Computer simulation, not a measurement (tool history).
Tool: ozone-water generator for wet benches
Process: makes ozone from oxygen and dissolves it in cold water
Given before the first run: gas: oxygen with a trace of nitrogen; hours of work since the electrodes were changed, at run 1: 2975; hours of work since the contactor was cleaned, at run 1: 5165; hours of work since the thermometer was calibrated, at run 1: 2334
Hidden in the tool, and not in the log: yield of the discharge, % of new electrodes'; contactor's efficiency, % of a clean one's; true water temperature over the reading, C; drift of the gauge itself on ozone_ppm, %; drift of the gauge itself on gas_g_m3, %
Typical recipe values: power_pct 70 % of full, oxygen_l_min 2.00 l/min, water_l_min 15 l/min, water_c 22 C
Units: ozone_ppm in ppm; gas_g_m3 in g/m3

run    hour  power_pct  oxygen_l_min  water_l_min  water_c  hours of work since the electrodes were changed  hours of work since the contactor was cleaned  hours of work since the thermometer was calibrated  ozone_ppm  gas_g_m3
  1     0.0         70          2.00           15       22                                             2975                                           5165                                                2334       10.6     173.8
  2    81.0         70          2.00           15       22                                             3037                                           5226                                                2395       10.6     172.2
  3   137.3         70          2.00           15       22                                             3080                                           5269                                                2438       10.6     172.3
  4   178.8         70          2.00           13       22                                             3111                                           5301                                                2470       12.2     173.1
  5   247.3         70          2.00            9       22                                             3164                                           5353                                                2522       16.1     172.5
  6   336.1         70          2.00            9       22                                             3231                                           5420                                                2589       16.1     172.5
  7   417.3         70          2.00           15       15                                             3293                                           5482                                                2651       11.2     170.9
  8   461.4         70          2.00           15       30                                             3326                                           5516                                                2684        9.4     171.0
  9   534.2         70          2.00           15       30                                             3382                                           5571                                                2740        9.4     170.3
 10   627.9         70          2.00           15       30                                             3453                                           5642                                                2811        9.4     172.1
 11   721.9         70          2.00           15       22                                             3525                                           5714                                                2883       10.5     170.6
 12   788.7         70          2.00           15       22                                             3575                                           5765                                                2933       10.5     170.6
 13   868.9         70          2.00           11       22                                             3636                                           5826                                                2994       13.6     171.4
 14   924.7         70          2.00           11       22                                             3679                                           5868                                                3037       13.4     168.9
 15  1008.5         70          2.00           15       15                                             3743                                           5932                                                3101       11.0     171.0
 16  1098.6         70          2.00           15       15                                             3811                                           6000                                                3169       11.0     170.3
 17  1168.7         54          2.00           15       22                                             3864                                           6054                                                3223        8.6     143.1
 18  1226.7         54          2.00           15       22                                             3909                                           6098                                                3267        8.8     143.9
 19  1281.7         78          1.21           16       27                                             3950                                           6140                                                3308        9.5     247.1
 20  1327.5         47          1.99           16       14                                             3985                                           6174                                                3343        8.0     131.3
 21  1398.6         70          1.01           15       22                                             4039                                           6228                                                3397        9.3     257.5
 22  1477.6         80          2.90           14       23                                             4099                                           6289                                                3457       11.6     146.8
     1487.5  -- contactor cleaned
 23  1547.9         40          2.42           15       22                                             4150                                             46                                                3508        6.9     105.3
 24  1641.5         70          2.00           12       22                                             4221                                            117                                                3579       11.9     168.5
     1717.6  -- contactor cleaned, once more
 25  1729.2         70          2.00           12       22                                             4285                                              9                                                3643       13.0     168.3
 26  1784.0         53          1.69           16       14                                             4326                                             51                                                3684        9.1     155.0
 27  1869.0         53          1.69           16       14                                             4391                                            115                                                3749        9.1     156.2
 28  1918.8         70          2.80           15       22                                             4429                                            153                                                3787       11.1     136.1
 29  1969.4         70          2.89           14       22                                             4467                                            192                                                3825       11.4     132.8
 30  2025.2         49          1.20           15       22                                             4510                                            234                                                3868        8.2     182.4
 31  2113.4         82          2.55           15       15                                             4577                                            301                                                3935       13.0     159.5
 32  2179.0         86          2.40           19       24                                             4627                                            351                                                3985        9.9     170.3
 33  2244.4         70          3.47           15       22                                             4677                                            401                                                4035       10.8     118.3

What if the next run were any one of these 3? Each begins from the tool's condition after run 33:
  A  2299.0         70          3.47           10       26                                             4718                                            442                                                4076          ?         ?
  B  2299.0         70          3.47           16       22                                             4718                                            442                                                4076          ?         ?
  C  2299.0         47          1.29           15       24                                             4718                                            442                                                4076          ?         ?

run  ozone_ppm  gas_g_m3
  A       13.3     118.8
  B       10.3     117.8
  C        8.1     171.3
Take away the tool's hidden state, keep each run's random variation, and the runs would have read:
run  ozone_ppm  gas_g_m3
  A       14.5     128.4
  B       11.3     127.4
  C        8.6     181.4

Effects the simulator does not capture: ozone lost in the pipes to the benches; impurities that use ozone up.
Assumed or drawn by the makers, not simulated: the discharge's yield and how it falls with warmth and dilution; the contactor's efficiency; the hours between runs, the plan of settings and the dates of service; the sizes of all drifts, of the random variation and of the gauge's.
